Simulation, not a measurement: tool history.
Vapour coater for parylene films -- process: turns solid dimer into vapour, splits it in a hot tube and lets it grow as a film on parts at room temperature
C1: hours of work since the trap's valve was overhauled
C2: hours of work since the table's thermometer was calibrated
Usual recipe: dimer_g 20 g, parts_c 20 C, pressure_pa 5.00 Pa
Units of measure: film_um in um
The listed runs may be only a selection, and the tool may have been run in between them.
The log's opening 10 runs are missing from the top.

Run 11, hour 109.8: usual settings but pressure_pa 9.26 Pa; C1 172; C2 113. Result: film_um 5.10 um.
Run 12, hour 126.3: usual settings but pressure_pa 9.26 Pa; C1 186; C2 126. Result: film_um 5.13 um.
Run 13, hour 139.4: usual settings but pressure_pa 9.26 Pa; C1 196; C2 137. Result: film_um 5.12 um.
Run 14, hour 149.2: usual settings but parts_c 14 C; C1 204; C2 144. Result: film_um 6.74 um.
Run 15, hour 165.4: usual settings but parts_c 14 C; C1 217; C2 157. Result: film_um 6.62 um.
Run 16, hour 179.9: usual settings but dimer_g 14 g; C1 229; C2 169. Result: film_um 3.76 um.
Run 17, hour 188.0: usual settings but dimer_g 31 g; C1 235; C2 176. Result: film_um 8.38 um.
Run 18, hour 196.8: usual settings but dimer_g 31 g; C1 242; C2 183. Result: film_um 8.17 um.
Run 19, hour 207.1: usual settings but dimer_g 11 g, pressure_pa 3.63 Pa; C1 250; C2 191. Result: film_um 3.02 um.
Run 20, hour 224.6: usual settings but dimer_g 11 g, parts_c 26 C, pressure_pa 7.92 Pa; C1 264; C2 205. Result: film_um 2.33 um.
Run 21, hour 233.6: usual settings but dimer_g 14 g, parts_c 25 C, pressure_pa 3.95 Pa; C1 271; C2 212. Result: film_um 3.27 um.
Run 22, hour 250.6: usual settings but dimer_g 21 g, parts_c 16 C, pressure_pa 5.22 Pa; C1 285; C2 226. Result: film_um 6.38 um.
Run 23, hour 263.3: usual settings but dimer_g 12 g, parts_c 16 C, pressure_pa 3.66 Pa; C1 295; C2 236. Result: film_um 3.78 um.
Run 24, hour 272.8: usual settings but pressure_pa 2.39 Pa; C1 303; C2 243. Result: film_um 5.76 um.
Run 25, hour 285.2: usual settings but pressure_pa 2.39 Pa; C1 313; C2 253. Result: film_um 5.78 um.
Run 26, hour 302.2: usual settings but dimer_g 22 g, pressure_pa 11.00 Pa; C1 327; C2 267. Result: film_um 5.36 um.
Run 27, hour 313.2: usual settings but dimer_g 17 g, parts_c 31 C, pressure_pa 5.02 Pa; C1 335; C2 276. Result: film_um 3.08 um.
Run 28, hour 323.9: usual settings but dimer_g 21 g, parts_c 22 C, pressure_pa 5.02 Pa; C1 344; C2 284. Result: film_um 5.12 um.
Run 29, hour 340.8: usual settings but dimer_g 21 g, parts_c 22 C, pressure_pa 5.02 Pa; C1 357; C2 298. Result: film_um 5.08 um.
Run 30, hour 358.7: usual settings but dimer_g 34 g, parts_c 22 C, pressure_pa 6.80 Pa; C1 372; C2 312. Result: film_um 7.95 um.
Run 31, hour 372.9: usual settings but dimer_g 34 g, parts_c 22 C, pressure_pa 6.80 Pa; C1 383; C2 324. Result: film_um 8.04 um.
Run 32, hour 388.8: usual settings but dimer_g 34 g, pressure_pa 6.80 Pa; C1 396; C2 336. Result: film_um 8.46 um.

Run 33 is up next; what results do you expect?
Run 33, hour 400.5: usual settings but dimer_g 32 g, parts_c 19 C, pressure_pa 2.02 Pa; C1 405; C2 346. Result: film_um ?.

film_um: 9.53 um
On a tool with no hidden condition, and with the same random variation, this run would have come out at film_um 10.67 um.
